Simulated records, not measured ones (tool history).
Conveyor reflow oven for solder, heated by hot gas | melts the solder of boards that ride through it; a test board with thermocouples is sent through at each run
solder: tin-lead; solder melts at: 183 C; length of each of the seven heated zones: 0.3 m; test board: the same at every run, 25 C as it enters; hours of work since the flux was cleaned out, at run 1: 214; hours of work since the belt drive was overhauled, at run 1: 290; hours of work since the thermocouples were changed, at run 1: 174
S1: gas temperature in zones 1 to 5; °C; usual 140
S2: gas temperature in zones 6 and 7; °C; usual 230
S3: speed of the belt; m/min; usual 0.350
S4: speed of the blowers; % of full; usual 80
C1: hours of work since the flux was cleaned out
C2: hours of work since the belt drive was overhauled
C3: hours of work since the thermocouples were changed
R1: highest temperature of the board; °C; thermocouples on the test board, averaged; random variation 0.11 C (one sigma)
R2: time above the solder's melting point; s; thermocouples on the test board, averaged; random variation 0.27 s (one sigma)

run,day,S1,S2,S3,S4,C1,C2,C3,R1,R2
1,0.000,140,230,0.350,80,214,290,174,217.6,80.1
2,0.433,140,230,0.350,80,221,297,181,217.5,80.1
3,0.929,140,230,0.354,80,230,306,189,217.0,78.8
4,1.275,140,230,0.354,80,235,312,195,217.2,78.7
5,1.871,140,230,0.350,80,246,322,206,217.4,79.5
6,2.342,140,230,0.350,80,254,330,214,217.2,79.6
7,2.721,140,230,0.350,80,260,336,220,217.2,80.2
8,3.246,140,230,0.350,80,269,345,229,217.3,79.4
# day 3.504: flux residue cleaned out of gas plates and filters
9,4.029,140,230,0.350,80,9,355,239,216.6,79.4
10,4.475,140,230,0.325,80,17,363,246,218.6,87.9
11,5.042,140,240,0.350,80,26,372,256,225.7,87.2
12,5.596,140,230,0.350,80,36,382,266,216.6,79.3
13,5.971,140,230,0.372,65,42,388,272,212.2,68.4
14,6.417,140,230,0.353,66,50,396,280,214.0,74.7
15,6.792,151,230,0.353,87,56,402,286,218.8,86.2
# day 7.258: flux residue cleaned out of gas plates and filters, once more
16,7.550,155,237,0.353,87,5,412,295,227.5,96.0

Run 17 comes next. What will it give?
17,7.900,137,231,0.357,62,11,418,301,?,?

R1: 215.5 °C
R2: 74.2 s
Without the tool's hidden state the same run would have given R1 215.3 °C, R2 73.3 s.

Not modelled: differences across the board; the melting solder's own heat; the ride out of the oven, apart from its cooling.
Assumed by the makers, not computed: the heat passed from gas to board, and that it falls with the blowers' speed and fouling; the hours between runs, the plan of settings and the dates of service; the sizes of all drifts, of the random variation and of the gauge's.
